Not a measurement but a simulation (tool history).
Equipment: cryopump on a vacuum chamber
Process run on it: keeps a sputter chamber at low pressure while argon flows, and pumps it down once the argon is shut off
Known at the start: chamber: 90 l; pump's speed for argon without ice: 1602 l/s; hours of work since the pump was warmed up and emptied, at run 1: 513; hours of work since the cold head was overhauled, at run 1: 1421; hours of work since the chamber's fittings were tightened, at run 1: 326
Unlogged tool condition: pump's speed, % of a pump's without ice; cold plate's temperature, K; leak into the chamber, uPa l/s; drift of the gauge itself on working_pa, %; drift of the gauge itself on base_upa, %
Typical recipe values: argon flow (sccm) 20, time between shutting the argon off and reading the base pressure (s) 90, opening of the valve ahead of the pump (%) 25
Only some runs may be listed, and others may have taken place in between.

run     day  argon flow (sccm)  time between shutting the argon off and reading the base pressure (s)  opening of the valve ahead of the pump (%)  hours of work since the pump was warmed up and emptied  hours of work since the cold head was overhauled  hours of work since the chamber's fittings were tightened  pressure while argon flows (Pa)  pressure after the wait (uPa)
  1   0.000                 20                                                                     90                                          25                                                     513                                              1421                                                        326                           0.0895                           1.29
  2   1.992                 20                                                                     90                                          25                                                     552                                              1460                                                        365                           0.0895                           1.41
  3   3.625                 20                                                                     90                                          25                                                     584                                              1492                                                        397                           0.0900                           1.39
  4   5.200                 20                                                                    181                                          25                                                     615                                              1523                                                        428                           0.0913                           0.99
  5   6.417                 20                                                                     90                                          25                                                     639                                              1547                                                        452                           0.0908                           1.46
  6   8.162                 20                                                                     90                                          25                                                     673                                              1581                                                        486                           0.0915                           1.47
  7  10.254                 20                                                                     90                                          25                                                     714                                              1622                                                        527                           0.0922                           1.49
  8  11.921                 20                                                                     90                                          25                                                     747                                              1655                                                        560                           0.0931                           1.54
  9  14.008                 20                                                                     90                                          25                                                     788                                              1696                                                        601                           0.0937                           1.63
 10  15.433                 20                                                                     90                                          25                                                     816                                              1724                                                        629                           0.0934                           1.62
 11  17.046                 20                                                                     90                                          25                                                     847                                              1756                                                        660                           0.0944                           1.72
 12  18.362                 20                                                                     90                                          25                                                     873                                              1782                                                        686                           0.0929                           1.64
 13  19.275                 20                                                                     90                                          25                                                     891                                              1800                                                        704                           0.0958                           1.71
     19.579  -- pump warmed up, emptied and cooled again
 14  20.721                 20                                                                     22                                          25                                                      22                                              1824                                                        729                           0.0861                           4.04
 15  21.933                 28                                                                     90                                          25                                                      46                                              1848                                                        752                           0.1198                           1.48
 16  23.879                 33                                                                    218                                          15                                                      84                                              1886                                                        791                           0.2353                           1.06
 17  25.788                 38                                                                    218                                          53                                                     122                                              1923                                                        828                           0.0787                           1.09
 18  27.538                 38                                                                    218                                          53                                                     156                                              1958                                                        862                           0.0796                           1.10
 19  28.988                 25                                                                     57                                          53                                                     185                                              1986                                                        891                           0.0537                           2.11
 20  30.512                 25                                                                     57                                          53                                                     215                                              2016                                                        921                           0.0538                           2.04
 21  32.404                 25                                                                     57                                          53                                                     252                                              2053                                                        958                           0.0552                           2.20
 22  33.479                 20                                                                     54                                          26                                                     273                                              2074                                                        979                           0.0842                           2.26
 23  35.483                 33                                                                     44                                          44                                                     312                                              2114                                                       1019                           0.0854                           2.68
 24  36.712                 16                                                                     90                                          52                                                     337                                              2138                                                       1043                           0.0359                           1.74
 25  38.342                 20                                                                     90                                          45                                                     369                                              2170                                                       1075                           0.0515                           1.82
 26  40.088                 20                                                                     90                                          45                                                     403                                              2204                                                       1109                           0.0509                           1.79
 27  42.096                 20                                                                     24                                          33                                                     442                                              2244                                                       1148                           0.0692                           4.18
 28  43.225                 27                                                                    142                                          43                                                     465                                              2266                                                       1171                           0.0733                           1.60
 29  44.762                 33                                                                     28                                          28                                                     495                                              2296                                                       1201                           0.1342                           3.75

Branching from run 29: 5 alternative next runs. What would each branch give?
  A  46.862                 39                                                                     60                                          42                                                     536                                              2337                                                       1242                                ?                              ?
  B  46.862                 39                                                                     57                                          44                                                     536                                              2337                                                       1242                                ?                              ?
  C  46.862                 16                                                                     45                                          26                                                     536                                              2337                                                       1242                                ?                              ?
  D  46.862                 13                                                                     76                                          52                                                     536                                              2337                                                       1242                                ?                              ?
  E  46.862                 31                                                                     23                                          23                                                     536                                              2337                                                       1242                                ?                              ?

run  pressure while argon flows (Pa)  pressure after the wait (uPa)
  A                           0.1098                           2.45
  B                           0.1046                           2.46
  C                           0.0702                           2.76
  D                           0.0300                           2.13
  E                           0.1519                           4.40
With the hidden condition removed and each run's random variation left untouched, the same runs would have given:
run  pressure while argon flows (Pa)  pressure after the wait (uPa)
  A                           0.0981                           1.45
  B                           0.0929                           1.50
  C                           0.0654                           1.81
  D                           0.0261                           1.14
  E                           0.1426                           3.43
